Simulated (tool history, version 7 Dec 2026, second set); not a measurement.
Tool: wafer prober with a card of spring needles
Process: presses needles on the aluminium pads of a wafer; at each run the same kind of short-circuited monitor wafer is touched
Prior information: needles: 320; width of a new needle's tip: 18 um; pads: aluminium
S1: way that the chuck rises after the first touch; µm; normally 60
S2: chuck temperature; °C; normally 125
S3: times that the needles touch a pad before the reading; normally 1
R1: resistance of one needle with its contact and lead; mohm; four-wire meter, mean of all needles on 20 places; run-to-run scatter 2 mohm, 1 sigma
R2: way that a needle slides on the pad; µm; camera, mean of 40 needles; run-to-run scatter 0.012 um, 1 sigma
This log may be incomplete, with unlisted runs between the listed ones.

{"run": 1, "day": 0.0, "S1": 60, "S2": 125, "S3": 1, "R1": 213, "R2": 15.09}
{"day": 0.054, "done": "tips cleaned on abrasive film"}
{"run": 2, "day": 0.512, "S1": 60, "S2": 125, "S3": 1, "R1": 211, "R2": 15.06}
{"day": 0.7, "done": "tips cleaned on abrasive film"}
{"run": 3, "day": 1.171, "S1": 60, "S2": 125, "S3": 1, "R1": 212, "R2": 15.05}
{"day": 1.35, "done": "tips cleaned on abrasive film"}
{"day": 2.017, "done": "tips cleaned on abrasive film"}
{"run": 4, "day": 2.225, "S1": 54, "S2": 125, "S3": 1, "R1": 214, "R2": 13.55}
{"day": 2.65, "done": "tips cleaned on abrasive film"}
{"run": 5, "day": 3.258, "S1": 60, "S2": 125, "S3": 1, "R1": 212, "R2": 15.07}
{"day": 3.358, "done": "tips cleaned on abrasive film"}
{"day": 4.021, "done": "tips cleaned on abrasive film"}
{"run": 6, "day": 4.342, "S1": 60, "S2": 125, "S3": 1, "R1": 213, "R2": 15.04}
{"day": 4.692, "done": "tips cleaned on abrasive film"}
{"run": 7, "day": 5.012, "S1": 60, "S2": 125, "S3": 1, "R1": 212, "R2": 15.06}
{"day": 5.325, "done": "tips cleaned on abrasive film"}
{"day": 5.975, "done": "tips cleaned on abrasive film"}
{"run": 8, "day": 6.075, "S1": 60, "S2": 125, "S3": 1, "R1": 211, "R2": 15.06}
{"run": 9, "day": 6.521, "S1": 60, "S2": 125, "S3": 3, "R1": 210, "R2": 15.07}
{"day": 6.667, "done": "tips cleaned on abrasive film"}
{"day": 7.388, "done": "tips cleaned on abrasive film"}
{"run": 10, "day": 7.592, "S1": 60, "S2": 125, "S3": 1, "R1": 208, "R2": 15.04}
{"day": 8.021, "done": "tips cleaned on abrasive film"}
{"run": 11, "day": 8.096, "S1": 51, "S2": 125, "S3": 1, "R1": 216, "R2": 12.81}
{"day": 8.717, "done": "tips cleaned on abrasive film"}
{"run": 12, "day": 8.8, "S1": 51, "S2": 125, "S3": 1, "R1": 215, "R2": 12.82}
{"day": 9.362, "done": "tips cleaned on abrasive film"}
{"run": 13, "day": 9.362, "S1": 51, "S2": 125, "S3": 1, "R1": 213, "R2": 12.8}
{"day": 10.025, "done": "tips cleaned on abrasive film"}
{"run": 14, "day": 10.146, "S1": 51, "S2": 125, "S3": 1, "R1": 217, "R2": 12.8}
{"day": 10.704, "done": "tips cleaned on abrasive film"}
{"run": 15, "day": 11.221, "S1": 58, "S2": 28, "S3": 2, "R1": 189, "R2": 14.55}
{"day": 11.379, "done": "tips cleaned on abrasive film"}
{"day": 11.392, "done": "height of the first contact set anew"}
{"day": 12.021, "done": "tips cleaned on abrasive film"}
{"run": 16, "day": 12.062, "S1": 58, "S2": 28, "S3": 2, "R1": 188, "R2": 14.56}
{"day": 12.721, "done": "tips cleaned on abrasive film"}
{"run": 17, "day": 12.9, "S1": 58, "S2": 28, "S3": 2, "R1": 186, "R2": 14.56}
{"day": 13.379, "done": "tips cleaned on abrasive film"}
{"run": 18, "day": 13.804, "S1": 58, "S2": 28, "S3": 2, "R1": 188, "R2": 14.55}
{"day": 14.05, "done": "tips cleaned on abrasive film"}
{"run": 19, "day": 14.283, "S1": 60, "S2": 125, "S3": 2, "R1": 210, "R2": 15.06}
{"day": 14.696, "done": "tips cleaned on abrasive film"}
{"run": 20, "day": 14.988, "S1": 60, "S2": 109, "S3": 2, "R1": 206, "R2": 15.08}
{"day": 15.362, "done": "tips cleaned on abrasive film"}
{"run": 21, "day": 15.517, "S1": 42, "S2": 33, "S3": 2, "R1": 202, "R2": 10.55}
{"day": 16.038, "done": "tips cleaned on abrasive film"}
{"run": 22, "day": 16.217, "S1": 51, "S2": 85, "S3": 2, "R1": 204, "R2": 12.78}
{"day": 16.746, "done": "tips cleaned on abrasive film"}
{"run": 23, "day": 16.792, "S1": 43, "S2": 27, "S3": 2, "R1": 195, "R2": 10.78}
{"day": 17.408, "done": "tips cleaned on abrasive film"}
{"run": 24, "day": 17.817, "S1": 72, "S2": 36, "S3": 2, "R1": 185, "R2": 18.08}
{"day": 18.117, "done": "tips cleaned on abrasive film"}
{"run": 25, "day": 18.583, "S1": 72, "S2": 36, "S3": 2, "R1": 187, "R2": 18.08}
{"day": 18.821, "done": "tips cleaned on abrasive film"}
{"run": 26, "day": 19.05, "S1": 60, "S2": 76, "S3": 1, "R1": 200, "R2": 15.08}

3 ways to go on from here, each from the tool as it stands after run 26. What would each give?
{"day": 19.475, "done": "tips cleaned on abrasive film"}
{"run": "A", "day": 19.629, "S1": 60, "S2": 107, "S3": 1, "R1": "?", "R2": "?"}
{"day": 19.475, "done": "tips cleaned on abrasive film"}
{"run": "B", "day": 19.629, "S1": 60, "S2": 76, "S3": 2, "R1": "?", "R2": "?"}
{"day": 19.475, "done": "tips cleaned on abrasive film"}
{"run": "C", "day": 19.629, "S1": 60, "S2": 125, "S3": 3, "R1": "?", "R2": "?"}

run=A R1=206 R2=15.08
run=B R1=198 R2=15.07
run=C R1=212 R2=15.08
Without the tool's unlogged condition, the same runs would have read:
run=A R1=206 R2=15.08
run=B R1=198 R2=15.07
run=C R1=212 R2=15.08
